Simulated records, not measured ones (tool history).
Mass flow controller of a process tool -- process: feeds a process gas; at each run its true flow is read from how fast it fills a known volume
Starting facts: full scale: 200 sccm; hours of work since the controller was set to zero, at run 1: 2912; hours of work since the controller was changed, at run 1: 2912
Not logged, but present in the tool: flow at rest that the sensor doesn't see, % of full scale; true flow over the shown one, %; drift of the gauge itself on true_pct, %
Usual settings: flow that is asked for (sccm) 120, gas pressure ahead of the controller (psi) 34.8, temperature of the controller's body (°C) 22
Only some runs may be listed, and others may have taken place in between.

run,hour,flow that is asked for (sccm),gas pressure ahead of the controller (psi),temperature of the controller's body (°C),hours of work since the controller was set to zero,hours of work since the controller was changed,true flow (%)
1,0,120,34.8,22,2912,2912,101.13
2,226.5,120,34.8,22,3023,3023,100.99
3,399.7,120,34.8,22,3107,3107,101.14
4,606.4,120,33.1,22,3208,3208,101.13
5,741.8,120,33.1,22,3274,3274,101.24
6,863,120,33.1,22,3333,3333,101.19
7,1091.5,120,34.8,22,3444,3444,101.27
8,1244.8,120,34.8,22,3519,3519,101.21
9,1361.7,120,34.8,22,3576,3576,101.4
10,1590.3,120,34.8,22,3687,3687,101.37
11,1728.7,24,20.6,39,3755,3755,96.86
12,1828.4,24,20.6,39,3803,3803,96.8
13,1954.4,101,32.6,22,3865,3865,101.2
14,2188.9,58,38.1,32,3979,3979,100.27
15,2377.8,58,38.1,32,4071,4071,100.26
16,2605.3,58,29,32,4182,4182,99.97
17,2809.2,58,29,32,4281,4281,99.93
18,2929.9,58,29,32,4340,4340,99.84
19,3083.6,32,34.8,33,4415,4415,98.35

Some steps in true flow (%), run to run, broken into two amounts with sign: the step expected even without the hidden condition (settings, incoming material, random variation), and the rest, left for the hidden condition together with whatever gauge scatter is not in both the measured and the hidden-condition-free result:
Run 10 -> 11: flow that is asked for (sccm) 120 -> 24, gas pressure ahead of the controller (psi) 34.8 -> 20.6, temperature of the controller's body (°C) 22 -> 39. true flow (%) -4.51: hidden state -3.21, all else -1.3.
